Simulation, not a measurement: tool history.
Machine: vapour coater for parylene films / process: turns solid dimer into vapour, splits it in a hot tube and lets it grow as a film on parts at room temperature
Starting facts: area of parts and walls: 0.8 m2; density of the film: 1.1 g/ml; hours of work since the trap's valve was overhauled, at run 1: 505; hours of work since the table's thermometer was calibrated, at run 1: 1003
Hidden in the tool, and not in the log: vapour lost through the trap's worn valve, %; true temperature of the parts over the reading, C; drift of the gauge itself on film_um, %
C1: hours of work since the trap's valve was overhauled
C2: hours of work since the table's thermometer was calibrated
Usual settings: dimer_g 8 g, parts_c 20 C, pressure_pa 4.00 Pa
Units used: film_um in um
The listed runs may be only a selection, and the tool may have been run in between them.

run 1 day=0.000 | dimer_g=8 parts_c=20 pressure_pa=4.00 | C1=505 C2=1003 | film_um=5.27
-- day=1.092 trap's valve overhauled
run 2 day=1.446 | dimer_g=8 parts_c=20 pressure_pa=4.00 | C1=5 C2=1022 | film_um=4.81
run 3 day=3.425 | dimer_g=8 parts_c=20 pressure_pa=4.00 | C1=35 C2=1052 | film_um=4.77
run 4 day=5.375 | dimer_g=8 parts_c=20 pressure_pa=7.99 | C1=64 C2=1081 | film_um=4.40
-- day=7.029 trap's valve overhauled, once more
run 5 day=7.029 | dimer_g=8 parts_c=20 pressure_pa=7.99 | C1=0 C2=1103 | film_um=5.69
run 6 day=8.229 | dimer_g=8 parts_c=20 pressure_pa=7.99 | C1=18 C2=1121 | film_um=5.65
run 7 day=9.312 | dimer_g=8 parts_c=20 pressure_pa=7.99 | C1=34 C2=1138 | film_um=5.72
-- day=10.092 table's thermometer calibrated
run 8 day=11.592 | dimer_g=8 parts_c=20 pressure_pa=7.99 | C1=68 C2=22 | film_um=5.35
run 9 day=13.533 | dimer_g=8 parts_c=20 pressure_pa=7.41 | C1=97 C2=51 | film_um=5.40
run 10 day=14.696 | dimer_g=8 parts_c=20 pressure_pa=7.41 | C1=114 C2=69 | film_um=5.49
run 11 day=16.125 | dimer_g=8 parts_c=23 pressure_pa=4.00 | C1=136 C2=90 | film_um=4.93
run 12 day=18.283 | dimer_g=8 parts_c=20 pressure_pa=9.66 | C1=168 C2=123 | film_um=5.23
run 13 day=19.488 | dimer_g=8 parts_c=20 pressure_pa=9.66 | C1=186 C2=141 | film_um=5.25
run 14 day=21.379 | dimer_g=8 parts_c=20 pressure_pa=2.22 | C1=214 C2=169 | film_um=5.82
run 15 day=22.858 | dimer_g=8 parts_c=20 pressure_pa=2.22 | C1=236 C2=191 | film_um=5.78
run 16 day=23.904 | dimer_g=8 parts_c=20 pressure_pa=2.22 | C1=252 C2=207 | film_um=5.75
run 17 day=25.071 | dimer_g=8 parts_c=23 pressure_pa=4.00 | C1=270 C2=224 | film_um=4.77
run 18 day=26.050 | dimer_g=8 parts_c=20 pressure_pa=4.00 | C1=284 C2=239 | film_um=5.47
run 19 day=27.704 | dimer_g=11 parts_c=20 pressure_pa=2.15 | C1=309 C2=264 | film_um=7.78
run 20 day=28.708 | dimer_g=11 parts_c=14 pressure_pa=2.76 | C1=324 C2=279 | film_um=10.11
run 21 day=29.675 | dimer_g=11 parts_c=27 pressure_pa=2.37 | C1=339 C2=293 | film_um=5.61
run 22 day=30.817 | dimer_g=8 parts_c=22 pressure_pa=3.61 | C1=356 C2=310 | film_um=4.99
run 23 day=31.858 | dimer_g=3 parts_c=25 pressure_pa=2.20 | C1=371 C2=326 | film_um=1.67
run 24 day=33.017 | dimer_g=5 parts_c=19 pressure_pa=4.23 | C1=389 C2=343 | film_um=3.45
run 25 day=34.212 | dimer_g=3 parts_c=21 pressure_pa=4.00 | C1=407 C2=361 | film_um=1.90
run 26 day=35.775 | dimer_g=3 parts_c=22 pressure_pa=4.23 | C1=430 C2=385 | film_um=1.81
run 27 day=37.008 | dimer_g=10 parts_c=22 pressure_pa=2.39 | C1=448 C2=403 | film_um=6.22
run 28 day=38.846 | dimer_g=5 parts_c=24 pressure_pa=4.00 | C1=476 C2=431 | film_um=2.74
run 29 day=40.025 | dimer_g=7 parts_c=28 pressure_pa=4.00 | C1=494 C2=448 | film_um=3.18
run 30 day=41.317 | dimer_g=4 parts_c=20 pressure_pa=2.64 | C1=513 C2=468 | film_um=2.69
-- day=41.900 trap's valve overhauled
run 31 day=43.050 | dimer_g=5 parts_c=20 pressure_pa=8.27 | C1=17 C2=491 | film_um=3.51
run 32 day=44.242 | dimer_g=6 parts_c=29 pressure_pa=3.04 | C1=35 C2=509 | film_um=3.02

Forecast run 33:
run 33 day=46.479 | dimer_g=8 parts_c=16 pressure_pa=3.87 | C1=69 C2=543 | film_um=?

Run 33 produced film_um 7.11 um.
Were there no unlogged condition in the tool, this run, its random variation unchanged, would have produced film_um 7.11 um.

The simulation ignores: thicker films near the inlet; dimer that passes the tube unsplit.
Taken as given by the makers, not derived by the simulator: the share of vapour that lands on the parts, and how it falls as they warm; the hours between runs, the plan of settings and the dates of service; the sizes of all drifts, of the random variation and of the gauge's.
